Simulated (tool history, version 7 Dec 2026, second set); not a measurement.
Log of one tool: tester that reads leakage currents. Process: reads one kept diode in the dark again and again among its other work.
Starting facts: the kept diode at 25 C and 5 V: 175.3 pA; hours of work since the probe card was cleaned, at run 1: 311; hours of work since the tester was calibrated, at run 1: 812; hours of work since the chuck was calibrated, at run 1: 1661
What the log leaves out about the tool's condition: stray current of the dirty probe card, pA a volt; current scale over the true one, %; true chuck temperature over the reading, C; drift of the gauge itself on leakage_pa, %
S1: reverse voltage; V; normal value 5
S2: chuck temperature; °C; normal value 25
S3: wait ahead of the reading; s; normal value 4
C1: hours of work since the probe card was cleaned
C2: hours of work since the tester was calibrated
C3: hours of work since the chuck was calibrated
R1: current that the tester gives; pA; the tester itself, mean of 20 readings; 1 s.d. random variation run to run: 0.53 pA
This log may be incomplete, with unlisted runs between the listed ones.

{"run": 1, "hour": 0.0, "S1": 5, "S2": 25, "S3": 4, "C1": 311, "C2": 812, "C3": 1661, "R1": 175.86}
{"run": 2, "hour": 34.2, "S1": 5, "S2": 25, "S3": 4, "C1": 325, "C2": 826, "C3": 1675, "R1": 174.72}
{"run": 3, "hour": 55.8, "S1": 5, "S2": 25, "S3": 2.7, "C1": 334, "C2": 835, "C3": 1684, "R1": 175.71}
{"run": 4, "hour": 86.0, "S1": 5, "S2": 25, "S3": 1.78, "C1": 347, "C2": 847, "C3": 1697, "R1": 175.35}
{"run": 5, "hour": 119.0, "S1": 12.87, "S2": 25, "S3": 1.78, "C1": 360, "C2": 861, "C3": 1710, "R1": 274.77}
{"run": 6, "hour": 145.9, "S1": 12.87, "S2": 25, "S3": 1.78, "C1": 371, "C2": 872, "C3": 1722, "R1": 274.16}
{"run": 7, "hour": 173.9, "S1": 12.87, "S2": 25, "S3": 1.78, "C1": 383, "C2": 884, "C3": 1733, "R1": 275.58}
{"run": 8, "hour": 204.0, "S1": 5, "S2": 25, "S3": 9.69, "C1": 395, "C2": 896, "C3": 1746, "R1": 174.46}
{"run": 9, "hour": 237.8, "S1": 5, "S2": 39, "S3": 9.69, "C1": 409, "C2": 910, "C3": 1759, "R1": 489.72}
{"run": 10, "hour": 271.8, "S1": 5, "S2": 39, "S3": 9.69, "C1": 423, "C2": 924, "C3": 1774, "R1": 488.12}
{"run": 11, "hour": 302.5, "S1": 3.54, "S2": 25, "S3": 0.83, "C1": 436, "C2": 937, "C3": 1786, "R1": 149.19}
{"run": 12, "hour": 316.8, "S1": 6.62, "S2": 20, "S3": 1.87, "C1": 442, "C2": 943, "C3": 1792, "R1": 136.33}
{"run": 13, "hour": 343.0, "S1": 9.57, "S2": 21, "S3": 3.14, "C1": 453, "C2": 953, "C3": 1803, "R1": 174.74}
{"run": 14, "hour": 373.5, "S1": 9.57, "S2": 21, "S3": 3.14, "C1": 465, "C2": 966, "C3": 1815, "R1": 175.48}
{"run": 15, "hour": 389.7, "S1": 9.57, "S2": 21, "S3": 3.14, "C1": 472, "C2": 973, "C3": 1822, "R1": 175.43}

Forecast each of these 5 alternatives for the next run:
{"run": "A", "hour": 409.2, "S1": 15.94, "S2": 21, "S3": 3.14, "C1": 480, "C2": 981, "C3": 1830, "R1": "?"}
{"run": "B", "hour": 409.2, "S1": 15.58, "S2": 33, "S3": 0.54, "C1": 480, "C2": 981, "C3": 1830, "R1": "?"}
{"run": "C", "hour": 409.2, "S1": 10.37, "S2": 21, "S3": 3.14, "C1": 480, "C2": 981, "C3": 1830, "R1": "?"}
{"run": "D", "hour": 409.2, "S1": 1.21, "S2": 21, "S3": 0.76, "C1": 480, "C2": 981, "C3": 1830, "R1": "?"}
{"run": "E", "hour": 409.2, "S1": 1.55, "S2": 30, "S3": 4, "C1": 480, "C2": 981, "C3": 1830, "R1": "?"}

run=A R1=224.07
run=B R1=554.5
run=C R1=182.45
run=D R1=65.68
run=E R1=146.67
The same runs, with their run-to-run variation unchanged, on a tool lacking any hidden condition would have given:
run=A R1=224.33
run=B R1=555.16
run=C R1=182.67
run=D R1=65.77
run=E R1=146.85
